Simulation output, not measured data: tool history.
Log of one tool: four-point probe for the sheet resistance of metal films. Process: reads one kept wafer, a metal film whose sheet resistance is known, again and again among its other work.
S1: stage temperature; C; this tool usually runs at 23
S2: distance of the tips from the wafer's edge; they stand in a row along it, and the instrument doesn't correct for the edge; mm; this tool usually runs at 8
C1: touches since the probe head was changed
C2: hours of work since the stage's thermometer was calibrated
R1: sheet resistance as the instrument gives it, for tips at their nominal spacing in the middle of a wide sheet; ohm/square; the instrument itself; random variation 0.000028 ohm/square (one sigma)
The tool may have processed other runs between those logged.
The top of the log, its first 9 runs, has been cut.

run	hour	S1	S2	C1	C2	R1
10	142.2	34	29	13798	477	0.141921
11	158.4	34	29	14056	484	0.141913
12	170.0	34	29	14240	489	0.141942
13	181.4	34	29	14421	494	0.141933
14	195.7	23	3	14647	500	0.148927
15	205.3	20	8	14801	504	0.142012
16	219.4	23	8	15024	510	0.142245
17	239.2	23	8	15339	518	0.142263
18	251.4	33	6	15533	523	0.143776
# hour 252.9: stage's thermometer calibrated
19	263.8	22	41	15721	5	0.140946
20	272.6	22	14	15860	8	0.141270
21	293.4	33	22	16191	17	0.141851
22	311.8	22	8	16483	24	0.142100
# hour 316.1: stage's thermometer calibrated, once more
23	331.5	35	21	16788	6	0.142088
24	343.5	35	21	16978	11	0.142068
25	355.8	35	21	17173	16	0.142079
26	373.9	28	69	17462	24	0.141460
27	384.4	32	35	17628	28	0.141764

Run 28 has not been measured yet. What should we expect?
28	394.9	29	4	17794	33	?

For run 28 the tool returned R1 0.146127 ohm/square.
The same run, on a tool lacking any hidden state, would have yielded R1 0.146278 ohm/square.
